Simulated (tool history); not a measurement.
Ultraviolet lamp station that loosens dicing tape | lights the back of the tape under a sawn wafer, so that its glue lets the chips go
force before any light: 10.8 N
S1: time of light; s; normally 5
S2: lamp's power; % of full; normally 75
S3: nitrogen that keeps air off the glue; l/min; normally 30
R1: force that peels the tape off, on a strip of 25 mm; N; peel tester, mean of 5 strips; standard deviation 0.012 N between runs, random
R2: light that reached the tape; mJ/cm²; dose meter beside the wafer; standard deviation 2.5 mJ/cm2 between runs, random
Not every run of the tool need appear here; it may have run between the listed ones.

run	hour	S1	S2	S3	R1	R2
1	0.0	5	75	30	1.057	222
# hour 1.9: window cleaned of glue's vapour
2	18.7	5	75	30	1.431	203
3	34.5	5	75	30	1.476	192
4	51.8	5	75	30	1.474	197
5	73.5	5	82	30	1.311	203
6	93.6	5	82	30	1.268	201
7	114.2	5	82	30	1.356	196
8	130.3	5	75	30	1.652	181
# hour 137.2: window cleaned of glue's vapour, once more
9	145.8	5	63	30	1.199	210
10	168.1	5	63	30	1.262	206
11	187.5	5	75	30	0.912	246
12	204.3	5	75	30	0.925	243
13	213.6	5	75	30	0.950	242
14	235.7	5	75	30	0.946	235
15	250.8	5	75	30	0.994	234
16	270.1	5	75	30	1.018	234
17	280.1	5	62	30	1.497	188
18	289.8	5	75	30	1.062	232
19	306.2	5	75	30	1.057	227
20	316.1	9	71	21	0.422	387
21	333.1	5	96	30	0.654	287
22	347.2	5	75	59	0.885	222
23	356.9	5	75	59	0.904	218
24	373.5	3	78	11	3.588	134
25	383.9	3	78	11	3.388	136
26	406.7	5	81	59	0.804	230
27	426.5	5	61	12	2.616	175
28	444.6	3	76	30	2.844	129
29	467.3	6	85	41	0.609	283
30	480.1	6	85	41	0.602	275
31	493.4	6	85	41	0.613	276
32	505.6	3	75	10	4.089	120
33	521.6	3	75	10	4.067	114
34	535.3	3	75	10	4.105	115
35	553.6	4	75	26	2.286	154
# hour 568.0: window cleaned of glue's vapour
36	568.3	2	63	54	4.151	78

Alternative continuations, all from the tool just after run 36; predict every row:
A	581.4	6	70	54	?	?
B	581.4	4	62	24	?	?
C	581.4	5	99	45	?	?

run	R1	R2
A	0.713	249
B	2.371	146
C	0.553	289
Without the tool's hidden state the same runs would have given:
run	R1	R2
A	0.350	354
B	1.327	208
C	0.299	412
